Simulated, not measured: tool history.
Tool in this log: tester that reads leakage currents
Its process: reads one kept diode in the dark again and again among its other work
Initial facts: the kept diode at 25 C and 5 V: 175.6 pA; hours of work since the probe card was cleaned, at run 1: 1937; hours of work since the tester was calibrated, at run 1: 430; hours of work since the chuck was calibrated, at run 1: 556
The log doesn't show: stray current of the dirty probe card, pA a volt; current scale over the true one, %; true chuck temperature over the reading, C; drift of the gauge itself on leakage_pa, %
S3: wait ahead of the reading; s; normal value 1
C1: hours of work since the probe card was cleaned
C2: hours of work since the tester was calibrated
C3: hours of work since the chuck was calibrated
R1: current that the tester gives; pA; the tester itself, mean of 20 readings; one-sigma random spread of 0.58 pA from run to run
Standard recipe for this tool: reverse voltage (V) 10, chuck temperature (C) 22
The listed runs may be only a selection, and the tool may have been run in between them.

Run 1, hour 0: usual settings; C1 1937; C2 430; C3 556. Result: R1 193.34 pA.
Run 2, hour 41.7: usual settings; C1 1969; C2 461; C3 588. Result: R1 192.73 pA.
Run 3, hour 75.3: usual settings; C1 1994; C2 487; C3 613. Result: R1 193.73 pA.
Run 4, hour 138.8: usual settings but reverse voltage (V) 12.6; C1 2043; C2 535; C3 662. Result: R1 219.85 pA.
Run 5, hour 186.2: usual settings but reverse voltage (V) 12.6; C1 2079; C2 571; C3 698. Result: R1 219.46 pA.
Run 6, hour 239.3: usual settings but reverse voltage (V) 12.6; C1 2119; C2 612; C3 738. Result: R1 220.04 pA.
Run 7, hour 298.1: usual settings but reverse voltage (V) 12.6; C1 2164; C2 656; C3 783. Result: R1 220.31 pA.
Run 8, hour 338: usual settings but reverse voltage (V) 1.5; C1 2194; C2 687; C3 813. Result: R1 69.3 pA.
Run 9, hour 396.3: usual settings but reverse voltage (V) 1.5; C1 2238; C2 731; C3 858. Result: R1 69.07 pA.
Run 10, hour 446: usual settings but reverse voltage (V) 1.5; C1 2276; C2 769; C3 895. Result: R1 69.39 pA.
Run 11, hour 502.8: usual settings; C1 2319; C2 812; C3 939. Result: R1 193.89 pA.
Run 12, hour 537.4: usual settings; C1 2346; C2 838; C3 965. Result: R1 192.91 pA.
Run 13, hour 586.6: usual settings; C1 2383; C2 876; C3 1002. Result: R1 192.41 pA.
Run 14, hour 622: usual settings; C1 2410; C2 903; C3 1029. Result: R1 194.28 pA.
Run 15, hour 686.1: usual settings; C1 2459; C2 952; C3 1078. Result: R1 192.84 pA.
Run 16, hour 715: usual settings but chuck temperature (C) 20, S3 1.94 s; C1 2481; C2 973; C3 1100. Result: R1 157.4 pA.
Run 17, hour 773.5: usual settings but reverse voltage (V) 2.9, chuck temperature (C) 34, S3 6.68 s; C1 2525; C2 1018; C3 1144. Result: R1 308.73 pA.
Run 18, hour 816.1: usual settings but reverse voltage (V) 2.9, chuck temperature (C) 34, S3 6.68 s; C1 2558; C2 1050; C3 1177. Result: R1 308.88 pA.
Run 19, hour 845.4: usual settings but reverse voltage (V) 13.3, chuck temperature (C) 34, S3 1.12 s; C1 2580; C2 1073; C3 1199. Result: R1 703.7 pA.
Run 20, hour 903: usual settings but reverse voltage (V) 5.6, chuck temperature (C) 24, S3 6 s; C1 2624; C2 1117; C3 1243. Result: R1 170.08 pA.
Run 21, hour 962.3: usual settings but chuck temperature (C) 31, S3 0.38 s; C1 2669; C2 1162; C3 1288. Result: R1 462.54 pA.
Run 22, hour 1019.7: usual settings but chuck temperature (C) 31, S3 0.38 s; C1 2713; C2 1205; C3 1332. Result: R1 462.72 pA.
Run 23, hour 1069.9: usual settings but chuck temperature (C) 31, S3 0.38 s; C1 2751; C2 1243; C3 1370. Result: R1 462.86 pA.
Run 24, hour 1134.4: usual settings but reverse voltage (V) 1.9, chuck temperature (C) 21, S3 0.41 s; C1 2800; C2 1293; C3 1419. Result: R1 72.72 pA.
Run 25, hour 1195.6: usual settings but reverse voltage (V) 5.2, chuck temperature (C) 54, S3 0.61 s; C1 2846; C2 1339; C3 1465. Result: R1 2389.86 pA.
Run 26, hour 1226.8: usual settings but reverse voltage (V) 5.2, chuck temperature (C) 54, S3 0.61 s; C1 2870; C2 1363; C3 1489. Result: R1 2402.92 pA.
Run 27, hour 1269.8: usual settings but reverse voltage (V) 5.2, chuck temperature (C) 54, S3 0.61 s; C1 2903; C2 1396; C3 1522. Result: R1 2378.6 pA.
Run 28, hour 1300.7: usual settings but S3 1.55 s; C1 2926; C2 1419; C3 1545. Result: R1 191.25 pA.

3 ways to go on from here, each from the tool as it stands after run 28. What would each give?
Run A, hour 1331.4: usual settings but reverse voltage (V) 5.1, chuck temperature (C) 53, S3 1.84 s; C1 2950; C2 1442; C3 1569. Result: R1 ?.
Run B, hour 1331.4: usual settings but S3 0.69 s; C1 2950; C2 1442; C3 1569. Result: R1 ?.
Run C, hour 1331.4: usual settings but reverse voltage (V) 1.1, chuck temperature (C) 42, S3 1.29 s; C1 2950; C2 1442; C3 1569. Result: R1 ?.

run       R1
  A  2181.58
  B   194.77
  C   375.96
Without the tool's unlogged condition, the same runs would have read:
run       R1
  A  2180.77
  B   194.62
  C   375.81

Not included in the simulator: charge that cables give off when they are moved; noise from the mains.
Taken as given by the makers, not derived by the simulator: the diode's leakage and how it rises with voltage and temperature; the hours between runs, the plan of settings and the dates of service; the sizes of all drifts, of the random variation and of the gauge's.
